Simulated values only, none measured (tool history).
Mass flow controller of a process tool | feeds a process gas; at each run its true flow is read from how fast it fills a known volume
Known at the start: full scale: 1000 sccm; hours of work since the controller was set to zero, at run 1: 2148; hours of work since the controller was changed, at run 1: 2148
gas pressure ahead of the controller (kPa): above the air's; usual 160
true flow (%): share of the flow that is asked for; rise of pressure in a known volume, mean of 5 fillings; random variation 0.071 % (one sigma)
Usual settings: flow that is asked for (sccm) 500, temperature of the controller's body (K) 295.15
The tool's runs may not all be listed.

| run | hour | flow that is asked for (sccm) | gas pressure ahead of the controller (kPa) | temperature of the controller's body (K) | hours of work since the controller was set to zero | hours of work since the controller was changed | true flow (%) |
|---|---|---|---|---|---|---|---|
| 1 | 0.0 | 500 | 160 | 295.15 | 2148 | 2148 | 99.83 |
| 2 | 229.3 | 500 | 160 | 295.15 | 2285 | 2285 | 99.88 |
| 3 | 558.6 | 716 | 160 | 295.15 | 2482 | 2482 | 99.93 |
| 4 | 802.3 | 716 | 160 | 295.15 | 2628 | 2628 | 99.88 |
| 5 | 1098.5 | 500 | 160 | 295.15 | 2806 | 2806 | 99.66 |
| 6 | 1294.2 | 219 | 160 | 295.15 | 2923 | 2923 | 99.15 |
| 7 | 1590.3 | 315 | 160 | 295.15 | 3100 | 3100 | 99.11 |
| 8 | 1863.8 | 315 | 142 | 295.15 | 3264 | 3264 | 99.25 |
| 9 | 2304.6 | 315 | 142 | 295.15 | 3528 | 3528 | 99.20 |
| 10 | 2623.9 | 315 | 142 | 295.15 | 3719 | 3719 | 99.04 |
| 11 | 2939.2 | 500 | 160 | 305.15 | 3908 | 3908 | 98.76 |
| 12 | 3412.9 | 500 | 160 | 305.15 | 4191 | 4191 | 98.66 |
| 13 | 3773.0 | 500 | 160 | 305.15 | 4407 | 4407 | 98.55 |
| 14 | 4101.7 | 500 | 160 | 305.15 | 4603 | 4603 | 98.51 |
| 15 | 4426.7 | 500 | 160 | 305.15 | 4798 | 4798 | 98.35 |
| 16 | 4765.6 | 159 | 160 | 295.15 | 5001 | 5001 | 98.09 |
| 17 | 5102.7 | 159 | 160 | 295.15 | 5203 | 5203 | 98.07 |
| 18 | 5578.6 | 159 | 160 | 295.15 | 5488 | 5488 | 97.92 |
| 19 | 6049.9 | 500 | 160 | 295.15 | 5770 | 5770 | 98.06 |
| 20 | 6325.5 | 500 | 160 | 295.15 | 5935 | 5935 | 98.06 |
| 21 | 6541.4 | 500 | 160 | 295.15 | 6064 | 6064 | 97.95 |
| 22 | 6895.3 | 165 | 160 | 295.15 | 6276 | 6276 | 97.55 |
|  | 7057.4 | controller's zero set anew |
| 23 | 7116.8 | 165 | 160 | 295.15 | 36 | 6408 | 97.41 |
| 24 | 7411.3 | 165 | 160 | 295.15 | 212 | 6584 | 97.28 |
| 25 | 7662.5 | 851 | 171 | 307.15 | 362 | 6735 | 97.58 |
| 26 | 8115.1 | 851 | 171 | 307.15 | 633 | 7006 | 97.46 |
| 27 | 8325.0 | 851 | 171 | 307.15 | 759 | 7131 | 97.45 |
| 28 | 8683.2 | 851 | 171 | 307.15 | 973 | 7346 | 97.35 |
| 29 | 9145.1 | 500 | 175 | 294.15 | 1250 | 7622 | 97.14 |
| 30 | 9519.9 | 749 | 141 | 294.15 | 1474 | 7847 | 97.53 |
| 31 | 9805.7 | 378 | 233 | 310.15 | 1645 | 8018 | 95.99 |
|  | 10107.0 | gauge calibrated |
| 32 | 10145.6 | 500 | 216 | 309.15 | 1849 | 8221 | 99.16 |
| 33 | 10394.5 | 514 | 181 | 308.15 | 1998 | 8370 | 99.31 |
| 34 | 10780.3 | 514 | 181 | 308.15 | 2229 | 8601 | 99.22 |
| 35 | 11066.2 | 337 | 157 | 308.15 | 2400 | 8772 | 99.25 |
| 36 | 11373.2 | 407 | 205 | 311.15 | 2584 | 8956 | 98.66 |
| 37 | 11646.4 | 407 | 205 | 311.15 | 2747 | 9120 | 98.67 |
| 38 | 12005.7 | 407 | 205 | 311.15 | 2962 | 9335 | 98.52 |
| 39 | 12290.3 | 257 | 269 | 309.15 | 3133 | 9505 | 97.86 |
| 40 | 12619.5 | 257 | 269 | 309.15 | 3330 | 9702 | 97.66 |
| 41 | 12826.1 | 545 | 240 | 295.15 | 3453 | 9826 | 98.46 |
| 42 | 13186.4 | 313 | 144 | 309.15 | 3669 | 10042 | 98.65 |
| 43 | 13445.8 | 313 | 144 | 294.15 | 3824 | 10197 | 98.79 |
| 44 | 13721.3 | 271 | 146 | 300.15 | 3989 | 10362 | 98.60 |
| 45 | 14171.8 | 151 | 263 | 303.15 | 4259 | 10632 | 97.40 |
| 46 | 14616.1 | 151 | 263 | 303.15 | 4525 | 10898 | 97.27 |
| 47 | 14985.7 | 151 | 263 | 303.15 | 4746 | 11119 | 97.18 |

3 ways to go on from here, each from the tool as it stands after run 47. What would each give?
| A | 15424.8 | 500 | 211 | 306.15 | 5009 | 11382 | ? |
| B | 15424.8 | 500 | 196 | 295.15 | 5009 | 11382 | ? |
| C | 15424.8 | 201 | 173 | 306.15 | 5009 | 11382 | ? |

| run | true flow (%) |
|---|---|
| A | 97.87 |
| B | 98.02 |
| C | 97.75 |
Without the tool's hidden state the same runs would have given:
| run | true flow (%) |
|---|---|
| A | 99.39 |
| B | 99.55 |
| C | 99.27 |
